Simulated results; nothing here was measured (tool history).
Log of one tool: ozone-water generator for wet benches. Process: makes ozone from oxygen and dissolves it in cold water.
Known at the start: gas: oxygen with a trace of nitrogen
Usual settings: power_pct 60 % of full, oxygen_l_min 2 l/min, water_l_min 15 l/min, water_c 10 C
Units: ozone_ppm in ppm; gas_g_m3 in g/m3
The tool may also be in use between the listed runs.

{"run": 1, "hour": 0.0, "power_pct": 60, "oxygen_l_min": 2, "water_l_min": 15, "water_c": 10, "ozone_ppm": 14.4, "gas_g_m3": 193.6}
{"run": 2, "hour": 71.9, "power_pct": 60, "oxygen_l_min": 2, "water_l_min": 15, "water_c": 10, "ozone_ppm": 14.6, "gas_g_m3": 193.3}
{"run": 3, "hour": 202.9, "power_pct": 60, "oxygen_l_min": 2, "water_l_min": 15, "water_c": 10, "ozone_ppm": 14.5, "gas_g_m3": 193.3}
{"run": 4, "hour": 303.4, "power_pct": 60, "oxygen_l_min": 2, "water_l_min": 15, "water_c": 10, "ozone_ppm": 14.5, "gas_g_m3": 194.1}
{"run": 5, "hour": 399.9, "power_pct": 60, "oxygen_l_min": 2, "water_l_min": 15, "water_c": 10, "ozone_ppm": 14.6, "gas_g_m3": 193.6}
{"run": 6, "hour": 521.8, "power_pct": 60, "oxygen_l_min": 2, "water_l_min": 10, "water_c": 10, "ozone_ppm": 21.6, "gas_g_m3": 193.9}
{"run": 7, "hour": 639.4, "power_pct": 60, "oxygen_l_min": 2, "water_l_min": 10, "water_c": 10, "ozone_ppm": 21.4, "gas_g_m3": 190.3}
{"run": 8, "hour": 746.5, "power_pct": 60, "oxygen_l_min": 2, "water_l_min": 10, "water_c": 10, "ozone_ppm": 21.1, "gas_g_m3": 192}
{"run": 9, "hour": 867.5, "power_pct": 60, "oxygen_l_min": 2, "water_l_min": 10, "water_c": 10, "ozone_ppm": 21.7, "gas_g_m3": 192}
{"run": 10, "hour": 968.5, "power_pct": 60, "oxygen_l_min": 2, "water_l_min": 10, "water_c": 10, "ozone_ppm": 21.4, "gas_g_m3": 192.5}
{"run": 11, "hour": 1074.6, "power_pct": 60, "oxygen_l_min": 2, "water_l_min": 10, "water_c": 10, "ozone_ppm": 21.3, "gas_g_m3": 189.8}
{"run": 12, "hour": 1151.2, "power_pct": 60, "oxygen_l_min": 2, "water_l_min": 10, "water_c": 10, "ozone_ppm": 21.1, "gas_g_m3": 190}
{"run": 13, "hour": 1240.7, "power_pct": 58, "oxygen_l_min": 2, "water_l_min": 15, "water_c": 10, "ozone_ppm": 13.8, "gas_g_m3": 183.6}
{"run": 14, "hour": 1357.8, "power_pct": 58, "oxygen_l_min": 2, "water_l_min": 15, "water_c": 10, "ozone_ppm": 13.7, "gas_g_m3": 186.1}
{"run": 15, "hour": 1458.3, "power_pct": 58, "oxygen_l_min": 2, "water_l_min": 15, "water_c": 10, "ozone_ppm": 13.6, "gas_g_m3": 183.3}
{"run": 16, "hour": 1568.8, "power_pct": 58, "oxygen_l_min": 3.23, "water_l_min": 15, "water_c": 8, "ozone_ppm": 14.6, "gas_g_m3": 133.5}
{"run": 17, "hour": 1686.6, "power_pct": 52, "oxygen_l_min": 3.23, "water_l_min": 13, "water_c": 8, "ozone_ppm": 15.1, "gas_g_m3": 124.1}
{"hour": 1698.4, "done": "water thermometer calibrated"}
{"run": 18, "hour": 1797.5, "power_pct": 52, "oxygen_l_min": 3.23, "water_l_min": 13, "water_c": 8, "ozone_ppm": 14.9, "gas_g_m3": 122.9}
{"run": 19, "hour": 1886.3, "power_pct": 52, "oxygen_l_min": 2.16, "water_l_min": 17, "water_c": 9, "ozone_ppm": 11.2, "gas_g_m3": 159.3}
{"run": 20, "hour": 1999.6, "power_pct": 52, "oxygen_l_min": 2.16, "water_l_min": 17, "water_c": 9, "ozone_ppm": 11.2, "gas_g_m3": 158.8}
{"hour": 2059.2, "done": "water thermometer calibrated, once more"}
{"run": 21, "hour": 2121.5, "power_pct": 98, "oxygen_l_min": 2.5, "water_l_min": 15, "water_c": 7, "ozone_ppm": 21.5, "gas_g_m3": 236.6}
{"run": 22, "hour": 2193.6, "power_pct": 98, "oxygen_l_min": 2.5, "water_l_min": 15, "water_c": 7, "ozone_ppm": 21.8, "gas_g_m3": 237}
{"run": 23, "hour": 2315.8, "power_pct": 60, "oxygen_l_min": 3.52, "water_l_min": 15, "water_c": 15, "ozone_ppm": 13.6, "gas_g_m3": 130.1}
{"run": 24, "hour": 2407.9, "power_pct": 60, "oxygen_l_min": 3.52, "water_l_min": 15, "water_c": 15, "ozone_ppm": 13.5, "gas_g_m3": 128.2}
{"run": 25, "hour": 2532.2, "power_pct": 60, "oxygen_l_min": 3.52, "water_l_min": 15, "water_c": 15, "ozone_ppm": 13.6, "gas_g_m3": 127.6}
{"run": 26, "hour": 2590.7, "power_pct": 60, "oxygen_l_min": 3.52, "water_l_min": 15, "water_c": 5, "ozone_ppm": 15.1, "gas_g_m3": 127.2}
{"run": 27, "hour": 2689.2, "power_pct": 44, "oxygen_l_min": 1.45, "water_l_min": 20, "water_c": 12, "ozone_ppm": 7.3, "gas_g_m3": 179.5}
{"run": 28, "hour": 2809.5, "power_pct": 70, "oxygen_l_min": 1.85, "water_l_min": 11, "water_c": 8, "ozone_ppm": 21.4, "gas_g_m3": 218.7}
{"run": 29, "hour": 2926.9, "power_pct": 74, "oxygen_l_min": 2.4, "water_l_min": 11, "water_c": 8, "ozone_ppm": 22.6, "gas_g_m3": 192}

Hidden state or all else? Some run-to-run changes of ozone_ppm, split into what the settings, what came in and random variation would give without the hidden state, and what is left for the hidden state (with any gauge scatter that isn't in both results):
The hidden state here: yield of the discharge, % of new electrodes'; contactor's efficiency, % of a clean one's; true water temperature over the reading, C; drift of the gauge itself on ozone_ppm, %; drift of the gauge itself on gas_g_m3, %.
Run 20 -> 21: power_pct 52 -> 98, oxygen_l_min 2.16 -> 2.5, water_l_min 17 -> 15, water_c 9 -> 7, water thermometer calibrated, once more. ozone_ppm +10.3 ppm: hidden state -2, all else +12.3.
Run 27 -> 28: power_pct 44 -> 70, oxygen_l_min 1.45 -> 1.85, water_l_min 20 -> 11, water_c 12 -> 8. ozone_ppm +14.1 ppm: hidden state -2.1, all else +16.2.
